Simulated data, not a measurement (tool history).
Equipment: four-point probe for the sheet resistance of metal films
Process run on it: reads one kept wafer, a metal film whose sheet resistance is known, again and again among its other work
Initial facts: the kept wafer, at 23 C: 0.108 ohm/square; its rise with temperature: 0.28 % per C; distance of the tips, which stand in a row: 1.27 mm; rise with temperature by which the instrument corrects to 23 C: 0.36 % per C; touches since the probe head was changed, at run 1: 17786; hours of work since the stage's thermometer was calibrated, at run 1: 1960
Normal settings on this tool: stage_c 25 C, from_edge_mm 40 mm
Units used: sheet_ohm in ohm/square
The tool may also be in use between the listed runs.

run	day	stage_c	from_edge_mm	touches since the probe head was changed	hours of work since the stage's thermometer was calibrated	sheet_ohm
1	0.000	25	40	17786	1960	0.107861
2	0.912	25	40	18120	1971	0.107838
3	2.083	25	40	18548	1984	0.107870
4	2.950	25	40	18866	1994	0.107835
# day 3.033: stage's thermometer calibrated
5	3.921	25	40	19214	10	0.107798
6	5.104	21	24	19647	24	0.108185
7	6.158	26	7	20032	36	0.109577

Run 8 is up next; what results do you expect?
8	6.842	31	10	20282	44	?

Run 8 gave sheet_ohm 0.108188 ohm/square.
On a tool with no hidden condition, and with the same random variation, this run would have come out at sheet_ohm 0.108281 ohm/square.

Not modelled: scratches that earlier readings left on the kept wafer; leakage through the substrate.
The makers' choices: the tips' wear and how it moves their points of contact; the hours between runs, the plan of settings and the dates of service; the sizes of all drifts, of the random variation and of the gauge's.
